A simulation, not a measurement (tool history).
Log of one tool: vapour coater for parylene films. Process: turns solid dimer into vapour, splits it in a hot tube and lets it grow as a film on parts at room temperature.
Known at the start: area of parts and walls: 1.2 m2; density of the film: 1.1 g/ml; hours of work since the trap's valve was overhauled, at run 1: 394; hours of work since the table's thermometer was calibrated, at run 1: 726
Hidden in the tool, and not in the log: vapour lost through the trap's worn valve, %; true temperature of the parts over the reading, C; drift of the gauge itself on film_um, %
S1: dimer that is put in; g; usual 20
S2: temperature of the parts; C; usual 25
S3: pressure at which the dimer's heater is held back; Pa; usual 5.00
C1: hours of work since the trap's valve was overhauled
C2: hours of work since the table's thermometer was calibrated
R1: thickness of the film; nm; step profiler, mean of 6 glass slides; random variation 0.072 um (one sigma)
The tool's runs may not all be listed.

run 1 day=0.000 | S1=20 S2=25 S3=5.00 | C1=394 C2=726 | R1=7720
run 2 day=1.746 | S1=20 S2=25 S3=5.00 | C1=423 C2=755 | R1=7680
run 3 day=4.504 | S1=20 S2=25 S3=5.00 | C1=469 C2=801 | R1=7410
run 4 day=5.925 | S1=20 S2=25 S3=5.00 | C1=493 C2=824 | R1=7630
-- day=7.917 trap's valve overhauled
run 5 day=8.467 | S1=20 S2=25 S3=5.00 | C1=9 C2=864 | R1=8750
run 6 day=10.108 | S1=20 S2=25 S3=5.00 | C1=37 C2=891 | R1=8710
-- day=10.912 table's thermometer calibrated
run 7 day=12.842 | S1=20 S2=25 S3=5.98 | C1=81 C2=32 | R1=8300
run 8 day=15.071 | S1=20 S2=18 S3=5.00 | C1=119 C2=69 | R1=9610
run 9 day=17.246 | S1=20 S2=22 S3=5.00 | C1=155 C2=106 | R1=8620
run 10 day=20.158 | S1=20 S2=25 S3=5.00 | C1=203 C2=154 | R1=8230
run 11 day=22.312 | S1=20 S2=25 S3=5.00 | C1=239 C2=190 | R1=8130
run 12 day=24.342 | S1=20 S2=25 S3=5.00 | C1=273 C2=224 | R1=7950
run 13 day=25.596 | S1=20 S2=25 S3=5.00 | C1=294 C2=245 | R1=7950
run 14 day=26.992 | S1=20 S2=25 S3=5.00 | C1=317 C2=268 | R1=7830
run 15 day=28.833 | S1=20 S2=21 S3=5.00 | C1=348 C2=299 | R1=8480
run 16 day=31.696 | S1=20 S2=21 S3=5.00 | C1=396 C2=346 | R1=8440
run 17 day=33.004 | S1=20 S2=25 S3=3.26 | C1=417 C2=368 | R1=7910
run 18 day=34.267 | S1=10 S2=18 S3=2.21 | C1=438 C2=389 | R1=4600
run 19 day=37.096 | S1=15 S2=25 S3=4.75 | C1=485 C2=436 | R1=5610
-- day=39.454 trap's valve overhauled
run 20 day=39.721 | S1=15 S2=25 S3=4.75 | C1=4 C2=477 | R1=6460
run 21 day=42.429 | S1=15 S2=25 S3=4.75 | C1=50 C2=522 | R1=6560
run 22 day=44.408 | S1=15 S2=25 S3=4.75 | C1=83 C2=555 | R1=6460
run 23 day=47.392 | S1=11 S2=32 S3=2.55 | C1=132 C2=605 | R1=4170
run 24 day=49.592 | S1=10 S2=30 S3=3.89 | C1=169 C2=642 | R1=3930
run 25 day=52.567 | S1=10 S2=30 S3=3.89 | C1=218 C2=691 | R1=3820
run 26 day=54.758 | S1=10 S2=30 S3=3.89 | C1=255 C2=728 | R1=3710
run 27 day=56.288 | S1=15 S2=22 S3=5.00 | C1=280 C2=753 | R1=6420
run 28 day=58.188 | S1=20 S2=25 S3=11.70 | C1=312 C2=785 | R1=7710
run 29 day=60.592 | S1=28 S2=26 S3=4.26 | C1=352 C2=825 | R1=11050
run 30 day=63.538 | S1=20 S2=35 S3=5.00 | C1=401 C2=874 | R1=6480
-- day=65.217 table's thermometer calibrated
run 31 day=66.562 | S1=20 S2=35 S3=5.00 | C1=451 C2=22 | R1=6370
run 32 day=68.083 | S1=22 S2=17 S3=9.59 | C1=476 C2=48 | R1=9370
run 33 day=69.621 | S1=22 S2=17 S3=9.59 | C1=502 C2=73 | R1=9110
-- day=70.983 trap's valve overhauled
run 34 day=72.346 | S1=24 S2=30 S3=2.95 | C1=23 C2=116 | R1=9620

5 ways to go on from here, each from the tool as it stands after run 34. What would each give?
run A day=74.579 | S1=24 S2=30 S3=2.78 | C1=60 C2=153 | R1=?
run B day=74.579 | S1=24 S2=18 S3=3.89 | C1=60 C2=153 | R1=?
run C day=74.579 | S1=30 S2=18 S3=2.07 | C1=60 C2=153 | R1=?
run D day=74.579 | S1=16 S2=30 S3=2.95 | C1=60 C2=153 | R1=?
run E day=74.579 | S1=20 S2=20 S3=3.03 | C1=60 C2=153 | R1=?

run=A R1=9630
run=B R1=11720
run=C R1=15320
run=D R1=6360
run=E R1=9440
Without the tool's hidden state the same runs would have given:
run=A R1=9730
run=B R1=11850
run=C R1=15490
run=D R1=6430
run=E R1=9550
